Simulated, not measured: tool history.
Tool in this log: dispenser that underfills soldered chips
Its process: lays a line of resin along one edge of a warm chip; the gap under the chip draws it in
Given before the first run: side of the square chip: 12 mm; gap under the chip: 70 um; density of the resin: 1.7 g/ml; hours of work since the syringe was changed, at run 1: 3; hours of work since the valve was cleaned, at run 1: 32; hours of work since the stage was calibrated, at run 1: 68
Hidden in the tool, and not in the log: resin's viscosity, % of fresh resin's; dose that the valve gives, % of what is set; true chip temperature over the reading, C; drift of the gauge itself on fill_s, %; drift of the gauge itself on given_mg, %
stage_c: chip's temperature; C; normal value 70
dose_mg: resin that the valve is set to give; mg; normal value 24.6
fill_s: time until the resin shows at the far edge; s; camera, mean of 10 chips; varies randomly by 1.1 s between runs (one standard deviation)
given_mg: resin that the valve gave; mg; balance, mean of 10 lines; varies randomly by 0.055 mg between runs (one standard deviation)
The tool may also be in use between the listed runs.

run   hour  stage_c  dose_mg  hours of work since the syringe was changed  hours of work since the valve was cleaned  hours of work since the stage was calibrated  fill_s  given_mg
  1    0.0       70     24.6                                            3                                         32                                            68   118.5     24.27
  2    3.1       70     24.6                                            5                                         34                                            69   133.3     24.33
       4.9  -- new syringe of resin
  3    9.4       70     24.6                                            3                                         38                                            73   117.1     24.32
  4   14.1       70     26.8                                            6                                         40                                            76   136.9     26.23
      15.0  -- new syringe of resin
  5   18.2       70     26.8                                            2                                         43                                            79   111.9     26.40
  6   22.9       70     26.8                                            5                                         46                                            81   131.3     26.24
      24.6  -- new syringe of resin
  7   27.5       70     24.2                                            2                                         49                                            84   111.8     23.63
  8   30.3       70     24.2                                            4                                         50                                            86   127.0     23.68
      34.1  -- new syringe of resin
  9   35.7       70     24.6                                            1                                         53                                            89   106.3     24.13
 10   39.3       70     24.6                                            3                                         56                                            91   119.9     24.05
      43.8  -- new syringe of resin
 11   44.2       70     24.6                                            0                                         59                                            94   100.2     23.94
 12   47.1       70     21.1                                            2                                         60                                            96   116.8     20.55
 13   50.1       70     21.1                                            4                                         62                                            98   130.3     20.58
      53.8  -- new syringe of resin
 14   54.3       70     24.6                                            0                                         65                                           100   100.6     23.90
      59.5  -- dispensing valve cleaned and set on the balance
 15   60.0       70     24.6                                            3                                          0                                           103   120.7     24.46
 16   63.2       70     24.6                                            5                                          2                                           105   132.2     24.57
      64.4  -- new syringe of resin
 17   68.7       70     24.6                                            3                                          6                                           109   116.9     24.59
      74.0  -- new syringe of resin
 18   74.0       70     24.6                                            0                                          9                                           112   100.3     24.50
 19   78.9       70     24.6                                            3                                         12                                           115   118.8     24.51
 20   82.9       70     24.6                                            6                                         14                                           117   136.9     24.42
      83.8  -- new syringe of resin
 21   87.1       70     30.1                                            2                                         17                                           120   107.3     29.93
 22   89.9       62     29.1                                            4                                         19                                           122   178.3     28.83
 23   92.7       60     28.6                                            6                                         20                                           123   213.6     28.38
      93.7  -- new syringe of resin
 24   97.7       60     24.8                                            3                                         23                                           126   185.3     24.58
 25  100.8       57     27.3                                            4                                         25                                           128   236.5     26.99
     103.4  -- new syringe of resin
 26  106.8       58     30.9                                            2                                         29                                           132   196.0     30.51
 27  110.2       58     30.9                                            4                                         31                                           134   223.0     30.55
     113.4  -- new syringe of resin
 28  115.0       58     30.9                                            1                                         34                                           137   182.4     30.47
 29  119.7       64     27.6                                            4                                         37                                           140   161.0     27.10
     123.4  -- new syringe of resin
 30  124.2       64     27.6                                            0                                         39                                           142   135.3     27.08
 31  128.3       74     27.6                                            3                                         42                                           145    97.4     27.22
     133.0  -- new syringe of resin
 32  133.9       65     28.1                                            1                                         45                                           148   127.5     27.63
 33  140.0       76     29.7                                            4                                         49                                           152    94.1     29.14
     142.5  -- new syringe of resin
 34  146.0       68     31.0                                            2                                         53                                           156   120.8     30.28
 35  150.8       61     29.5                                            5                                         56                                           159   204.8     28.88
     152.2  -- new syringe of resin
 36  157.3       56     30.3                                            3                                         59                                           162   223.8     29.59
 37  160.0       80     24.2                                            5                                         61                                           164    82.3     23.66

Entry by entry between the runs, the difference in hidden state between the last listed run before and the first listed run after:
Logged between run 2 and run 3: new syringe of resin (hour 4.9)
  resin's viscosity, % of fresh resin's: 133 -> 118.3; dose that the valve gives, % of what is set: 98.6 -> 98.45; true chip temperature over the reading, C: 0.46 -> 0.48
  measured minus no-state result, fill_s: +31.1 -> +16.2 s; given_mg: -0.35 -> -0.38 mg
Logged between run 4 and run 5: new syringe of resin (hour 15.0)
  resin's viscosity, % of fresh resin's: 140.1 -> 113.1; dose that the valve gives, % of what is set: 98.34 -> 98.24; true chip temperature over the reading, C: 0.49 -> 0.5
  measured minus no-state result, fill_s: +37.0 -> +10.8 s; given_mg: -0.44 -> -0.47 mg
Logged between run 6 and run 7: new syringe of resin (hour 24.6)
  resin's viscosity, % of fresh resin's: 134.2 -> 112.3; dose that the valve gives, % of what is set: 98.13 -> 98.02; true chip temperature over the reading, C: 0.52 -> 0.53
  measured minus no-state result, fill_s: +31.4 -> +10.2 s; given_mg: -0.50 -> -0.48 mg
Logged between run 8 and run 9: new syringe of resin (hour 34.1)
  resin's viscosity, % of fresh resin's: 124.3 -> 105.9; dose that the valve gives, % of what is set: 97.95 -> 97.82; true chip temperature over the reading, C: 0.53 -> 0.55
  measured minus no-state result, fill_s: +22.6 -> +3.8 s; given_mg: -0.50 -> -0.53 mg
Logged between run 10 and run 11: new syringe of resin (hour 43.8)
  resin's viscosity, % of fresh resin's: 120.7 -> 100.6; dose that the valve gives, % of what is set: 97.74 -> 97.63; true chip temperature over the reading, C: 0.56 -> 0.57
  measured minus no-state result, fill_s: +18.5 -> -1.6 s; given_mg: -0.56 -> -0.58 mg
Logged between run 13 and run 14: new syringe of resin (hour 53.8)
  resin's viscosity, % of fresh resin's: 124.7 -> 101.1; dose that the valve gives, % of what is set: 97.47 -> 97.37; true chip temperature over the reading, C: 0.58 -> 0.6
  measured minus no-state result, fill_s: +23.9 -> -1.2 s; given_mg: -0.53 -> -0.65 mg
Logged between run 14 and run 15: dispensing valve cleaned and set on the balance (hour 59.5)
  resin's viscosity, % of fresh resin's: 101.1 -> 120.2; dose that the valve gives, % of what is set: 97.37 -> 99.97; true chip temperature over the reading, C: 0.6 -> 0.61
  measured minus no-state result, fill_s: -1.2 -> +17.3 s; given_mg: -0.65 -> -0.01 mg
Logged between run 16 and run 17: new syringe of resin (hour 64.4)
  resin's viscosity, % of fresh resin's: 135 -> 117.2; dose that the valve gives, % of what is set: 99.89 -> 99.76; true chip temperature over the reading, C: 0.62 -> 0.63
  measured minus no-state result, fill_s: +31.4 -> +14.2 s; given_mg: -0.03 -> -0.06 mg
Logged between run 17 and run 18: new syringe of resin (hour 74.0)
  resin's viscosity, % of fresh resin's: 117.2 -> 99.9; dose that the valve gives, % of what is set: 99.76 -> 99.63; true chip temperature over the reading, C: 0.63 -> 0.64
  measured minus no-state result, fill_s: +14.2 -> -3.1 s; given_mg: -0.06 -> -0.09 mg
Logged between run 20 and run 21: new syringe of resin (hour 83.8)
  resin's viscosity, % of fresh resin's: 138.1 -> 111.8; dose that the valve gives, % of what is set: 99.41 -> 99.31; true chip temperature over the reading, C: 0.67 -> 0.68
  measured minus no-state result, fill_s: +34.8 -> +8.2 s; given_mg: -0.14 -> -0.21 mg
Logged between run 23 and run 24: new syringe of resin (hour 93.7)
  resin's viscosity, % of fresh resin's: 136.9 -> 114.6; dose that the valve gives, % of what is set: 99.17 -> 99.06; true chip temperature over the reading, C: 0.69 -> 0.7
  measured minus no-state result, fill_s: +52.1 -> +18.1 s; given_mg: -0.24 -> -0.23 mg
Logged between run 25 and run 26: new syringe of resin (hour 103.4)
  resin's viscosity, % of fresh resin's: 128.6 -> 113; dose that the valve gives, % of what is set: 98.98 -> 98.84; true chip temperature over the reading, C: 0.71 -> 0.73
  measured minus no-state result, fill_s: +46.0 -> +16.0 s; given_mg: -0.28 -> -0.35 mg
Logged between run 27 and run 28: new syringe of resin (hour 113.4)
  resin's viscosity, % of fresh resin's: 128.1 -> 105.4; dose that the valve gives, % of what is set: 98.75 -> 98.64; true chip temperature over the reading, C: 0.74 -> 0.75
  measured minus no-state result, fill_s: +42.4 -> +2.8 s; given_mg: -0.39 -> -0.42 mg
Logged between run 29 and run 30: new syringe of resin (hour 123.4)
  resin's viscosity, % of fresh resin's: 125.5 -> 104.1; dose that the valve gives, % of what is set: 98.52 -> 98.42; true chip temperature over the reading, C: 0.76 -> 0.77
  measured minus no-state result, fill_s: +28.1 -> +0.5 s; given_mg: -0.41 -> -0.43 mg
Logged between run 31 and run 32: new syringe of resin (hour 133.0)
  resin's viscosity, % of fresh resin's: 121 -> 103.5; dose that the valve gives, % of what is set: 98.32 -> 98.19; true chip temperature over the reading, C: 0.78 -> 0.79
  measured minus no-state result, fill_s: +14.1 -> -0.4 s; given_mg: -0.47 -> -0.51 mg
Logged between run 33 and run 34: new syringe of resin (hour 142.5)
  resin's viscosity, % of fresh resin's: 129.3 -> 113.9; dose that the valve gives, % of what is set: 98.05 -> 97.92; true chip temperature over the reading, C: 0.81 -> 0.83
  measured minus no-state result, fill_s: +18.6 -> +10.5 s; given_mg: -0.58 -> -0.65 mg
Logged between run 35 and run 36: new syringe of resin (hour 152.2)
  resin's viscosity, % of fresh resin's: 135.8 -> 118; dose that the valve gives, % of what is set: 97.8 -> 97.66; true chip temperature over the reading, C: 0.84 -> 0.85
  measured minus no-state result, fill_s: +47.8 -> +25.9 s; given_mg: -0.65 -> -0.71 mg

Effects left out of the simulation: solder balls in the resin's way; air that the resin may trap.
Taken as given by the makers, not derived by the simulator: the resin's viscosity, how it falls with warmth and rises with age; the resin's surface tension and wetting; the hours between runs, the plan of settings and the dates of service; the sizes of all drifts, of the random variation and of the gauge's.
